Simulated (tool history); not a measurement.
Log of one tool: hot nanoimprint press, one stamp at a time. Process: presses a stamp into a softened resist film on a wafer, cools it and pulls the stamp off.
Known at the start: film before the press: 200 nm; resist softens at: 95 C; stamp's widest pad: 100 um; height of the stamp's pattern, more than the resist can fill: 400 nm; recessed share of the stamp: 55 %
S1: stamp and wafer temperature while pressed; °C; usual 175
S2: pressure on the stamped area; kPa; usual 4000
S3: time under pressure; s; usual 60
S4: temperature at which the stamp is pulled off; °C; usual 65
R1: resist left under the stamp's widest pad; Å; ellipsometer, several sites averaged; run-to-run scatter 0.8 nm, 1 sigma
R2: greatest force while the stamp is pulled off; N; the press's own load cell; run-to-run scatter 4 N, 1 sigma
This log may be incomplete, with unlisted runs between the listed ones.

{"run": 1, "hour": 0.0, "S1": 175, "S2": 4000, "S3": 60, "S4": 65, "R1": 1120, "R2": 205}
{"run": 2, "hour": 46.5, "S1": 175, "S2": 4000, "S3": 60, "S4": 65, "R1": 1122, "R2": 219}
{"run": 3, "hour": 82.9, "S1": 175, "S2": 4000, "S3": 60, "S4": 65, "R1": 1101, "R2": 219}
{"run": 4, "hour": 108.5, "S1": 180, "S2": 4000, "S3": 60, "S4": 65, "R1": 926, "R2": 223}
{"run": 5, "hour": 132.5, "S1": 180, "S2": 4000, "S3": 60, "S4": 65, "R1": 937, "R2": 226}
{"run": 6, "hour": 157.4, "S1": 180, "S2": 4000, "S3": 60, "S4": 65, "R1": 924, "R2": 221}
{"run": 7, "hour": 187.4, "S1": 180, "S2": 4000, "S3": 60, "S4": 65, "R1": 919, "R2": 224}
{"run": 8, "hour": 229.2, "S1": 175, "S2": 4000, "S3": 60, "S4": 65, "R1": 1097, "R2": 227}
{"run": 9, "hour": 257.8, "S1": 175, "S2": 4000, "S3": 60, "S4": 65, "R1": 1092, "R2": 226}
{"hour": 272.7, "done": "stamp cleaned and given a new release coat"}
{"run": 10, "hour": 321.3, "S1": 174, "S2": 4000, "S3": 60, "S4": 65, "R1": 1129, "R2": 185}
{"run": 11, "hour": 367.5, "S1": 175, "S2": 4000, "S3": 60, "S4": 65, "R1": 1096, "R2": 188}
{"hour": 401.0, "done": "plate thermocouple calibrated"}
{"run": 12, "hour": 427.8, "S1": 175, "S2": 4000, "S3": 60, "S4": 65, "R1": 1191, "R2": 204}
{"run": 13, "hour": 471.3, "S1": 175, "S2": 5420, "S3": 110, "S4": 65, "R1": 853, "R2": 207}
{"run": 14, "hour": 499.9, "S1": 175, "S2": 5420, "S3": 110, "S4": 65, "R1": 856, "R2": 210}
{"run": 15, "hour": 553.3, "S1": 175, "S2": 3540, "S3": 40, "S4": 65, "R1": 1379, "R2": 211}
{"run": 16, "hour": 585.1, "S1": 175, "S2": 3540, "S3": 40, "S4": 65, "R1": 1365, "R2": 219}
{"run": 17, "hour": 637.1, "S1": 187, "S2": 3540, "S3": 75, "S4": 65, "R1": 730, "R2": 230}
{"run": 18, "hour": 667.8, "S1": 184, "S2": 4000, "S3": 66, "S4": 71, "R1": 810, "R2": 191}

Run 19 comes next. What will it give?
{"run": 19, "hour": 718.8, "S1": 173, "S2": 4000, "S3": 57, "S4": 65, "R1": "?", "R2": "?"}

Run 19 gave R1 1261 Å, R2 232 N.
Had the tool carried no hidden state, the very same run would have given R1 1273 Å, R2 196 N.
